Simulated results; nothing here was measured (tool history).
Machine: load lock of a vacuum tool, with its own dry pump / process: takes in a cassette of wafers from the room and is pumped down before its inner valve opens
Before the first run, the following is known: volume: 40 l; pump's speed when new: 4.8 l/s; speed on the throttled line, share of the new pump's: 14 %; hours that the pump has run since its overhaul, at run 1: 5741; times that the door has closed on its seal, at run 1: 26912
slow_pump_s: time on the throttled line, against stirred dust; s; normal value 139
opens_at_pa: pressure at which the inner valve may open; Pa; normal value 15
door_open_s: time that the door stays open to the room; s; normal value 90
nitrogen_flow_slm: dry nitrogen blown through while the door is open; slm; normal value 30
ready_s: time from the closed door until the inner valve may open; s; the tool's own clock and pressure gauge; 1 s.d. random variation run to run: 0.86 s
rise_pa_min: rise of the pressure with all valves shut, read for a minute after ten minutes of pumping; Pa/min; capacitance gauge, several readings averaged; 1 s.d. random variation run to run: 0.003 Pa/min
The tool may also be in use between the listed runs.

| run | hour | slow_pump_s | opens_at_pa | door_open_s | nitrogen_flow_slm | hours that the pump has run since its overhaul | times that the door has closed on its seal | incoming humidity of the room's air, % | ready_s | rise_pa_min |
|---|---|---|---|---|---|---|---|---|---|---|
| 1 | 0 | 139 | 15 | 90 | 30 | 5741 | 26912 | 48 | 196 | 0.424 |
| 2 | 86.1 | 139 | 15 | 90 | 30 | 5827 | 27247 | 43.9 | 195.5 | 0.426 |
| 3 | 194 | 139 | 15 | 90 | 30 | 5935 | 27667 | 42 | 194.9 | 0.449 |
| 4 | 298.5 | 139 | 21 | 90 | 30 | 6039 | 28075 | 43.2 | 192.4 | 0.446 |
| 5 | 424.4 | 139 | 21 | 90 | 30 | 6165 | 28565 | 43.2 | 191.2 | 0.444 |
| 6 | 509.1 | 139 | 15 | 90 | 30 | 6250 | 28895 | 49.7 | 196.1 | 0.476 |
| 7 | 618.2 | 139 | 15 | 90 | 30 | 6359 | 29320 | 42.9 | 195.6 | 0.466 |
| 8 | 712.5 | 139 | 15 | 90 | 30 | 6453 | 29687 | 40.5 | 194.7 | 0.481 |
| 9 | 795.4 | 139 | 17 | 90 | 30 | 6536 | 30010 | 42.9 | 194.6 | 0.495 |
| 10 | 924.4 | 139 | 17 | 90 | 30 | 6665 | 30512 | 44.8 | 194.7 | 0.507 |
|  | 1019.2 | door's seal changed, seat wiped |
| 11 | 1051.5 | 139 | 17 | 90 | 30 | 6791 | 126 | 50.6 | 193 | 0.031 |
| 12 | 1157.8 | 139 | 17 | 90 | 30 | 6897 | 540 | 44.6 | 195 | 0.023 |
| 13 | 1272 | 139 | 12 | 90 | 30 | 7011 | 984 | 44.8 | 199.1 | 0.023 |
| 14 | 1373.3 | 139 | 15 | 90 | 39 | 7112 | 1379 | 44.3 | 195.8 | 0.022 |
| 15 | 1456.2 | 139 | 15 | 90 | 39 | 7195 | 1702 | 46.5 | 196.1 | 0.036 |
| 16 | 1562.7 | 177 | 15 | 90 | 39 | 7302 | 2117 | 42.2 | 228.3 | 0.024 |
| 17 | 1668 | 177 | 15 | 90 | 39 | 7407 | 2527 | 47 | 228.7 | 0.032 |
| 18 | 1767.4 | 139 | 15 | 90 | 30 | 7506 | 2914 | 44.6 | 196.4 | 0.046 |
| 19 | 1858.2 | 139 | 15 | 90 | 30 | 7597 | 3268 | 44.6 | 196.7 | 0.037 |
| 20 | 1924.7 | 139 | 21 | 90 | 6 | 7664 | 3527 | 43.8 | 193 | 0.076 |
| 21 | 1992.5 | 74 | 10 | 90 | 30 | 7732 | 3791 | 49.5 | 145 | 0.053 |

Run 22 is up next; what results do you expect?
| 22 | 2121.5 | 74 | 10 | 90 | 30 | 7861 | 4293 | 47 | ? | ? |

{"run 22": {"ready_s": 145, "rise_pa_min": 0.045}}
Without the tool's hidden state the same run would have given ready_s 141 s, rise_pa_min 0.018 Pa/min.
